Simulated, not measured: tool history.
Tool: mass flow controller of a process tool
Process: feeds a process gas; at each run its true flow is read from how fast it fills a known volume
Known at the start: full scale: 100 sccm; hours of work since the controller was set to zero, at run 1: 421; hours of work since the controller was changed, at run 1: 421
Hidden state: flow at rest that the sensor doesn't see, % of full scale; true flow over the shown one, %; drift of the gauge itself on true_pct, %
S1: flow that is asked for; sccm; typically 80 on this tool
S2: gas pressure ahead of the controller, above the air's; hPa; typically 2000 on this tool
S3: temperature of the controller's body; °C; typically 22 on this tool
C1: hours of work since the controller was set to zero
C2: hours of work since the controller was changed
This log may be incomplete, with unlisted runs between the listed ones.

Run 1, hour 0.0: usual settings; C1 421; C2 421. Result: true flow (%) 99.82.
Run 2, hour 91.9: usual settings; C1 471; C2 471. Result: true flow (%) 99.84.
Run 3, hour 186.4: usual settings; C1 522; C2 522. Result: true flow (%) 99.88.
Run 4, hour 305.3: usual settings; C1 586; C2 586. Result: true flow (%) 99.96.
Run 5, hour 402.5: usual settings; C1 639; C2 639. Result: true flow (%) 99.90.
Run 6, hour 516.6: usual settings; C1 701; C2 701. Result: true flow (%) 100.06.
Run 7, hour 606.4: usual settings; C1 749; C2 749. Result: true flow (%) 100.00.
Run 8, hour 664.3: usual settings; C1 780; C2 780. Result: true flow (%) 100.08.
Run 9, hour 763.0: usual settings; C1 834; C2 834. Result: true flow (%) 100.07.
Run 10, hour 821.1: usual settings; C1 865; C2 865. Result: true flow (%) 100.07.
Run 11, hour 902.9: usual settings but S1 17 sccm; C1 909; C2 909. Result: true flow (%) 98.47.
Run 12, hour 1019.9: usual settings but S1 17 sccm; C1 973; C2 973. Result: true flow (%) 98.56.
Run 13, hour 1143.1: usual settings but S1 12 sccm; C1 1039; C2 1039. Result: true flow (%) 98.86.
Run 14, hour 1202.9: usual settings; C1 1072; C2 1072. Result: true flow (%) 100.09.
Run 15, hour 1329.0: usual settings but S2 2230 hPa; C1 1140; C2 1140. Result: true flow (%) 100.33.
Run 16, hour 1398.1: usual settings but S2 2230 hPa; C1 1177; C2 1177. Result: true flow (%) 100.24.
Run 17, hour 1455.5: usual settings; C1 1208; C2 1208. Result: true flow (%) 100.07.
Run 18, hour 1577.8: usual settings; C1 1274; C2 1274. Result: true flow (%) 100.20.
Run 19, hour 1693.9: usual settings; C1 1337; C2 1337. Result: true flow (%) 100.10.
Run 20, hour 1767.6: usual settings; C1 1377; C2 1377. Result: true flow (%) 100.24.
Run 21, hour 1868.7: usual settings; C1 1432; C2 1432. Result: true flow (%) 100.30.
Run 22, hour 1971.8: usual settings but S1 12 sccm, S2 2470 hPa; C1 1487; C2 1487. Result: true flow (%) 99.54.
Run 23, hour 2047.7: usual settings but S1 12 sccm, S2 2470 hPa; C1 1528; C2 1528. Result: true flow (%) 99.66.
Run 24, hour 2139.5: usual settings but S1 27 sccm, S2 2420 hPa, S3 27 °C; C1 1578; C2 1578. Result: true flow (%) 98.56.
Run 25, hour 2207.8: usual settings but S1 27 sccm, S2 2420 hPa, S3 27 °C; C1 1615; C2 1615. Result: true flow (%) 98.68.
Run 26, hour 2302.1: usual settings but S1 39 sccm, S2 1850 hPa, S3 25 °C; C1 1666; C2 1666. Result: true flow (%) 98.97.
Run 27, hour 2387.7: usual settings but S2 2490 hPa; C1 1712; C2 1712. Result: true flow (%) 100.33.
Run 28, hour 2454.2: usual settings but S1 21 sccm, S2 1960 hPa, S3 23 °C; C1 1748; C2 1748. Result: true flow (%) 99.01.
Run 29, hour 2517.8: usual settings but S2 1530 hPa, S3 21 °C; C1 1783; C2 1783. Result: true flow (%) 100.44.
Run 30, hour 2570.5: usual settings but S1 12 sccm, S2 1770 hPa; C1 1811; C2 1811. Result: true flow (%) 99.76.
Run 31, hour 2656.8: usual settings but S1 12 sccm, S2 1770 hPa, S3 36 °C; C1 1858; C2 1858. Result: true flow (%) 98.37.
Run 32, hour 2712.0: usual settings but S1 12 sccm, S2 1770 hPa, S3 36 °C; C1 1888; C2 1888. Result: true flow (%) 98.35.
Run 33, hour 2816.8: usual settings but S1 35 sccm, S2 1430 hPa, S3 21 °C; C1 1944; C2 1944. Result: true flow (%) 99.33.
Run 34, hour 2938.8: usual settings but S1 35 sccm, S2 1430 hPa, S3 21 °C; C1 2010; C2 2010. Result: true flow (%) 99.44.
Run 35, hour 2991.0: usual settings but S1 62 sccm, S2 2300 hPa, S3 24 °C; C1 2038; C2 2038. Result: true flow (%) 99.78.
Run 36, hour 3078.4: usual settings but S1 87 sccm, S3 33 °C; C1 2086; C2 2086. Result: true flow (%) 99.67.
Run 37, hour 3142.5: usual settings but S1 47 sccm, S3 28 °C; C1 2120; C2 2120. Result: true flow (%) 99.01.
Run 38, hour 3236.1: usual settings but S1 47 sccm, S3 28 °C; C1 2171; C2 2171. Result: true flow (%) 98.95.
Run 39, hour 3302.6: usual settings but S1 47 sccm, S3 28 °C; C1 2207; C2 2207. Result: true flow (%) 99.00.
Run 40, hour 3425.6: usual settings but S1 47 sccm, S2 1580 hPa, S3 28 °C; C1 2273; C2 2273. Result: true flow (%) 99.14.
Run 41, hour 3532.2: usual settings but S2 1860 hPa, S3 34 °C; C1 2331; C2 2331. Result: true flow (%) 99.32.
Run 42, hour 3610.4: usual settings but S2 1860 hPa, S3 34 °C; C1 2373; C2 2373. Result: true flow (%) 99.32.

Measured less the same run without the tool's hidden state. The same run-to-run variation is in both; the gauge's scatter may not be:
run  true flow (%)
  1          +0.27
  2          +0.29
  3          +0.31
  4          +0.34
  5          +0.35
  6          +0.38
  7          +0.39
  8          +0.40
  9          +0.41
 10          +0.43
 11          +1.13
 12          +1.18
 13          +1.62
 14          +0.50
 15          +0.53
 16          +0.54
 17          +0.55
 18          +0.57
 19          +0.60
 20          +0.60
 21          +0.62
 22          +2.08
 23          +2.12
 24          +1.19
 25          +1.22
 26          +1.00
 27          +0.73
 28          +1.53
 29          +0.74
 30          +2.41
 31          +2.45
 32          +2.48
 33          +1.20
 34          +1.23
 35          +0.92
 36          +0.83
 37          +1.09
 38          +1.12
 39          +1.12
 40          +1.16
 41          +0.93
 42          +0.95

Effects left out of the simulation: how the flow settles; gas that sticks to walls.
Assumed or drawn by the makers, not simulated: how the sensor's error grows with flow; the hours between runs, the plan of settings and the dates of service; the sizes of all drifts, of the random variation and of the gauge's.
